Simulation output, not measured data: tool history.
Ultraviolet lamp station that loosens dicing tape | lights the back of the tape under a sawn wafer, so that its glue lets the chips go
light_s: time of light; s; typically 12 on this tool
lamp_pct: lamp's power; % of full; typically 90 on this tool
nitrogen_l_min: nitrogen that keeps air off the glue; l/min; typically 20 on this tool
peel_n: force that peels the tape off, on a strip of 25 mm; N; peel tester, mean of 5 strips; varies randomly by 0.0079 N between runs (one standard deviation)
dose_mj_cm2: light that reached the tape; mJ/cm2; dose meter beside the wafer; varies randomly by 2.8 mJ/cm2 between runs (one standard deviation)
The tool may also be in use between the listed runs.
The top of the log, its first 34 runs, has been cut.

run	hour	light_s	lamp_pct	nitrogen_l_min	peel_n	dose_mj_cm2
35	2431.7	15	65	34	0.597	242
36	2525.7	15	65	34	0.643	233
37	2599.2	15	65	34	0.642	226
38	2657.2	15	65	34	0.68	223
# hour 2667.2: window cleaned of glue's vapour
39	2713.9	12	84	10	1.09	246
40	2805.2	23	90	16	0.242	480
41	2852.7	6	85	24	1.657	117
42	2926.9	6	60	19	2.287	80

Forecast each of these 5 alternatives for the next run:
A	2978.3	10	76	32	?	?
B	2978.3	6	72	11	?	?
C	2978.3	6	81	19	?	?
D	2978.3	12	60	9	?	?
E	2978.3	12	90	21	?	?

run	peel_n	dose_mj_cm2
A	1.07	163
B	2.287	93
C	1.924	107
D	1.75	156
E	0.781	234
Take away the tool's hidden state, keep each run's random variation, and the runs would have read:
run	peel_n	dose_mj_cm2
A	0.456	283
B	1.564	161
C	1.153	184
D	0.987	270
E	0.294	404

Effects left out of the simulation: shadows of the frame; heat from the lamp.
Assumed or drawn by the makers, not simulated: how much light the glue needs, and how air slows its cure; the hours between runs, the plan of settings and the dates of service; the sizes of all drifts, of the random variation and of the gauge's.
